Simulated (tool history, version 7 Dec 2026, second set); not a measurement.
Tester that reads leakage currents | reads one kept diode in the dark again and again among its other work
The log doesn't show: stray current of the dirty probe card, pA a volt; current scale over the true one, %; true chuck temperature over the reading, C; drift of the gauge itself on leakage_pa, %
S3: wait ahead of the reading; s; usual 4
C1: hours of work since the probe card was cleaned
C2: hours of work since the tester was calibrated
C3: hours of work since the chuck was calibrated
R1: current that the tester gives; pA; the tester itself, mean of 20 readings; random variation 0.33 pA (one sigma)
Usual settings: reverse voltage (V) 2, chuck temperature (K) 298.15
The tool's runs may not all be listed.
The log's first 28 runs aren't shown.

run 29 hour=1995.8 | reverse_voltage_(V)=6 chuck_temperature_(K)=309.15 S3=1.83 | C1=322 C2=4027 C3=811 | R1=530.87
run 30 hour=2064.3 | reverse_voltage_(V)=6 chuck_temperature_(K)=309.15 S3=1.83 | C1=374 C2=4080 C3=863 | R1=534.66
run 31 hour=2117.1 | reverse_voltage_(V)=6 chuck_temperature_(K)=309.15 S3=1.83 | C1=415 C2=4121 C3=904 | R1=528.92
run 32 hour=2183 | reverse_voltage_(V)=2.21 chuck_temperature_(K)=307.15 S3=0.64 | C1=466 C2=4171 C3=955 | R1=258.4
run 33 hour=2223.7 | reverse_voltage_(V)=2.21 chuck_temperature_(K)=307.15 S3=0.64 | C1=497 C2=4203 C3=986 | R1=257.63
run 34 hour=2295.1 | reverse_voltage_(V)=2.21 chuck_temperature_(K)=307.15 S3=0.64 | C1=552 C2=4257 C3=1041 | R1=257.76
run 35 hour=2335.8 | reverse_voltage_(V)=4.65 chuck_temperature_(K)=306.15 S3=1.43 | C1=583 C2=4289 C3=1072 | R1=356.76
run 36 hour=2422.5 | reverse_voltage_(V)=3.68 chuck_temperature_(K)=302.15 S3=1.43 | C1=650 C2=4355 C3=1139 | R1=219.78

Forecast each of these 5 alternatives for the next run:
run A hour=2480.1 | reverse_voltage_(V)=1.33 chuck_temperature_(K)=315.15 S3=1.43 | C1=694 C2=4400 C3=1183 | R1=?
run B hour=2480.1 | reverse_voltage_(V)=1.16 chuck_temperature_(K)=301.15 S3=4.09 | C1=694 C2=4400 C3=1183 | R1=?
run C hour=2480.1 | reverse_voltage_(V)=8.66 chuck_temperature_(K)=304.15 S3=7.58 | C1=694 C2=4400 C3=1183 | R1=?
run D hour=2480.1 | reverse_voltage_(V)=2 chuck_temperature_(K)=298.15 S3=1.09 | C1=694 C2=4400 C3=1183 | R1=?
run E hour=2480.1 | reverse_voltage_(V)=12.69 chuck_temperature_(K)=301.15 S3=1.52 | C1=694 C2=4400 C3=1183 | R1=?

run=A R1=383.86
run=B R1=106.49
run=C R1=425.09
run=D R1=109.73
run=E R1=398.42
Without the tool's hidden state the same runs would have given:
run=A R1=384.4
run=B R1=106.65
run=C R1=425.65
run=D R1=109.89
run=E R1=398.9
